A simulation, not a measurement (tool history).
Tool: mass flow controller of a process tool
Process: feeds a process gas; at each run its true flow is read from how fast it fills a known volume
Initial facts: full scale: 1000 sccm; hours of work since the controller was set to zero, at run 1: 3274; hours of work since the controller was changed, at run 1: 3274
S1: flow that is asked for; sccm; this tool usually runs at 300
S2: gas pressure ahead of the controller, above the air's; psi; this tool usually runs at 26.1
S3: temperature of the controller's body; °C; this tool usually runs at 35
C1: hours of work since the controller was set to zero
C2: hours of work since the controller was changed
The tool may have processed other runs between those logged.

{"run": 1, "hour": 0.0, "S1": 300, "S2": 26.1, "S3": 35, "C1": 3274, "C2": 3274, "true flow (%)": 99.17}
{"run": 2, "hour": 140.2, "S1": 300, "S2": 26.1, "S3": 35, "C1": 3358, "C2": 3358, "true flow (%)": 99.39}
{"run": 3, "hour": 224.0, "S1": 300, "S2": 26.1, "S3": 35, "C1": 3409, "C2": 3409, "true flow (%)": 99.51}
{"run": 4, "hour": 302.5, "S1": 300, "S2": 26.1, "S3": 35, "C1": 3456, "C2": 3456, "true flow (%)": 99.71}
{"run": 5, "hour": 437.0, "S1": 300, "S2": 21.2, "S3": 35, "C1": 3538, "C2": 3538, "true flow (%)": 99.55}
{"run": 6, "hour": 550.8, "S1": 300, "S2": 21.2, "S3": 35, "C1": 3607, "C2": 3607, "true flow (%)": 99.84}
{"run": 7, "hour": 708.4, "S1": 444, "S2": 26.1, "S3": 35, "C1": 3702, "C2": 3702, "true flow (%)": 100.62}
{"run": 8, "hour": 811.9, "S1": 444, "S2": 26.1, "S3": 35, "C1": 3764, "C2": 3764, "true flow (%)": 100.74}
{"run": 9, "hour": 916.9, "S1": 444, "S2": 26.1, "S3": 35, "C1": 3828, "C2": 3828, "true flow (%)": 100.96}
{"run": 10, "hour": 1066.9, "S1": 816, "S2": 26.1, "S3": 35, "C1": 3918, "C2": 3918, "true flow (%)": 102.16}
{"run": 11, "hour": 1151.0, "S1": 300, "S2": 26.1, "S3": 35, "C1": 3969, "C2": 3969, "true flow (%)": 100.92}
{"run": 12, "hour": 1330.6, "S1": 148, "S2": 26.1, "S3": 35, "C1": 4078, "C2": 4078, "true flow (%)": 100.84}
{"run": 13, "hour": 1444.0, "S1": 148, "S2": 26.1, "S3": 35, "C1": 4146, "C2": 4146, "true flow (%)": 100.96}
{"run": 14, "hour": 1610.5, "S1": 148, "S2": 26.1, "S3": 35, "C1": 4247, "C2": 4247, "true flow (%)": 101.2}
{"run": 15, "hour": 1748.6, "S1": 148, "S2": 26.1, "S3": 35, "C1": 4331, "C2": 4331, "true flow (%)": 101.49}
{"run": 16, "hour": 1835.1, "S1": 148, "S2": 26.1, "S3": 35, "C1": 4383, "C2": 4383, "true flow (%)": 101.48}
{"hour": 1856.1, "done": "gauge calibrated"}
{"run": 17, "hour": 1931.8, "S1": 300, "S2": 26.1, "S3": 40, "C1": 4441, "C2": 4441, "true flow (%)": 99.9}
{"run": 18, "hour": 2033.4, "S1": 679, "S2": 30.2, "S3": 35, "C1": 4503, "C2": 4503, "true flow (%)": 100.71}
{"run": 19, "hour": 2115.0, "S1": 679, "S2": 30.2, "S3": 35, "C1": 4552, "C2": 4552, "true flow (%)": 100.68}
{"run": 20, "hour": 2271.7, "S1": 679, "S2": 33.4, "S3": 33, "C1": 4647, "C2": 4647, "true flow (%)": 100.87}
{"hour": 2303.6, "done": "controller's zero set anew"}
{"run": 21, "hour": 2453.6, "S1": 372, "S2": 30.3, "S3": 36, "C1": 91, "C2": 4756, "true flow (%)": 100.53}
{"run": 22, "hour": 2641.7, "S1": 372, "S2": 20.7, "S3": 22, "C1": 204, "C2": 4870, "true flow (%)": 98.73}
{"run": 23, "hour": 2796.9, "S1": 557, "S2": 38.9, "S3": 28, "C1": 298, "C2": 4964, "true flow (%)": 101.16}
{"run": 24, "hour": 2937.6, "S1": 220, "S2": 26.1, "S3": 23, "C1": 383, "C2": 5049, "true flow (%)": 99.11}
{"run": 25, "hour": 3111.2, "S1": 220, "S2": 26.1, "S3": 23, "C1": 488, "C2": 5154, "true flow (%)": 99.39}
{"run": 26, "hour": 3232.8, "S1": 791, "S2": 34.2, "S3": 24, "C1": 562, "C2": 5227, "true flow (%)": 101.59}
{"run": 27, "hour": 3378.8, "S1": 791, "S2": 34.2, "S3": 24, "C1": 650, "C2": 5316, "true flow (%)": 101.87}
{"run": 28, "hour": 3462.4, "S1": 791, "S2": 34.2, "S3": 24, "C1": 700, "C2": 5366, "true flow (%)": 101.97}
{"run": 29, "hour": 3585.1, "S1": 791, "S2": 34.2, "S3": 24, "C1": 775, "C2": 5440, "true flow (%)": 102.15}
{"run": 30, "hour": 3760.4, "S1": 791, "S2": 34.2, "S3": 24, "C1": 881, "C2": 5546, "true flow (%)": 102.56}
{"run": 31, "hour": 3879.4, "S1": 791, "S2": 34.2, "S3": 35, "C1": 952, "C2": 5618, "true flow (%)": 104.01}
{"run": 32, "hour": 3976.5, "S1": 791, "S2": 34.2, "S3": 35, "C1": 1011, "C2": 5677, "true flow (%)": 104.1}

For each entry between runs, how does the tool's hidden state at the last listed run before it compare with that at the first listed run after it?
Logged between run 16 and run 17: gauge calibrated (hour 1856.1)
  drift of the gauge itself on true_pct, %: 2.74 -> 0.11
  measured result minus the result with no hidden state, true flow (%): +2.68 -> +0.11
Logged between run 20 and run 21: controller's zero set anew (hour 2303.6)
  flow at rest that the sensor doesn't see, % of full scale: -0.004 -> 0; drift of the gauge itself on true_pct, %: 0.62 -> 0.89
  measured result minus the result with no hidden state, true flow (%): +0.61 -> +0.89
